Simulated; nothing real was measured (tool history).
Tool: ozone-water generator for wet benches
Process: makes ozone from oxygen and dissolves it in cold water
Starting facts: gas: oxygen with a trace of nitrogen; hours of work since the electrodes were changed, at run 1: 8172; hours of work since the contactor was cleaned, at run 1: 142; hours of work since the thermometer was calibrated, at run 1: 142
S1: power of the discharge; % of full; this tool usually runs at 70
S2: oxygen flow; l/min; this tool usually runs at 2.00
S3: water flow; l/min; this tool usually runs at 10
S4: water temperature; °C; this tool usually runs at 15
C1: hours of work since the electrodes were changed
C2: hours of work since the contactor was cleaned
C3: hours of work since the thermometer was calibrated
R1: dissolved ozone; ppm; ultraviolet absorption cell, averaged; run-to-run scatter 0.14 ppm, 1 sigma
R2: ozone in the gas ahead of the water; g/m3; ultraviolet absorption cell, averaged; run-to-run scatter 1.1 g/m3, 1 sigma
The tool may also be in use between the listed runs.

{"run": 1, "hour": 0.0, "S1": 70, "S2": 2.0, "S3": 10, "S4": 15, "C1": 8172, "C2": 142, "C3": 142, "R1": 12.2, "R2": 136.8}
{"run": 2, "hour": 182.1, "S1": 41, "S2": 2.0, "S3": 10, "S4": 15, "C1": 8346, "C2": 316, "C3": 316, "R1": 9.3, "R2": 101.6}
{"run": 3, "hour": 367.5, "S1": 41, "S2": 3.25, "S3": 10, "S4": 15, "C1": 8524, "C2": 494, "C3": 494, "R1": 9.9, "R2": 82.7}
{"hour": 450.6, "done": "electrodes of the discharge changed"}
{"run": 4, "hour": 496.5, "S1": 66, "S2": 2.0, "S3": 10, "S4": 15, "C1": 44, "C2": 612, "C3": 612, "R1": 16.4, "R2": 178.3}
{"run": 5, "hour": 723.7, "S1": 66, "S2": 2.0, "S3": 10, "S4": 8, "C1": 261, "C2": 829, "C3": 829, "R1": 17.7, "R2": 178.6}
{"run": 6, "hour": 867.2, "S1": 66, "S2": 2.0, "S3": 10, "S4": 8, "C1": 399, "C2": 966, "C3": 966, "R1": 17.4, "R2": 177.2}
{"run": 7, "hour": 995.8, "S1": 74, "S2": 2.0, "S3": 10, "S4": 15, "C1": 522, "C2": 1090, "C3": 1090, "R1": 17.7, "R2": 189.7}
{"run": 8, "hour": 1127.6, "S1": 74, "S2": 2.0, "S3": 10, "S4": 15, "C1": 648, "C2": 1216, "C3": 1216, "R1": 17.4, "R2": 190.1}
{"run": 9, "hour": 1231.0, "S1": 71, "S2": 2.0, "S3": 10, "S4": 15, "C1": 747, "C2": 1315, "C3": 1315, "R1": 16.7, "R2": 183.8}
{"run": 10, "hour": 1334.6, "S1": 71, "S2": 2.0, "S3": 10, "S4": 15, "C1": 846, "C2": 1414, "C3": 1414, "R1": 16.7, "R2": 183.9}
{"run": 11, "hour": 1566.8, "S1": 83, "S2": 2.0, "S3": 8, "S4": 12, "C1": 1068, "C2": 1636, "C3": 1636, "R1": 23.8, "R2": 204.0}

What will run 12 give?
{"run": 12, "hour": 1682.3, "S1": 83, "S2": 2.0, "S3": 8, "S4": 12, "C1": 1179, "C2": 1747, "C3": 1747, "R1": "?", "R2": "?"}

Run 12 produced R1 23.6 ppm, R2 203.3 g/m3.
If the tool had no hidden condition, the same run with the same run-to-run variation would have returned R1 24.9 ppm, R2 212.1 g/m3.

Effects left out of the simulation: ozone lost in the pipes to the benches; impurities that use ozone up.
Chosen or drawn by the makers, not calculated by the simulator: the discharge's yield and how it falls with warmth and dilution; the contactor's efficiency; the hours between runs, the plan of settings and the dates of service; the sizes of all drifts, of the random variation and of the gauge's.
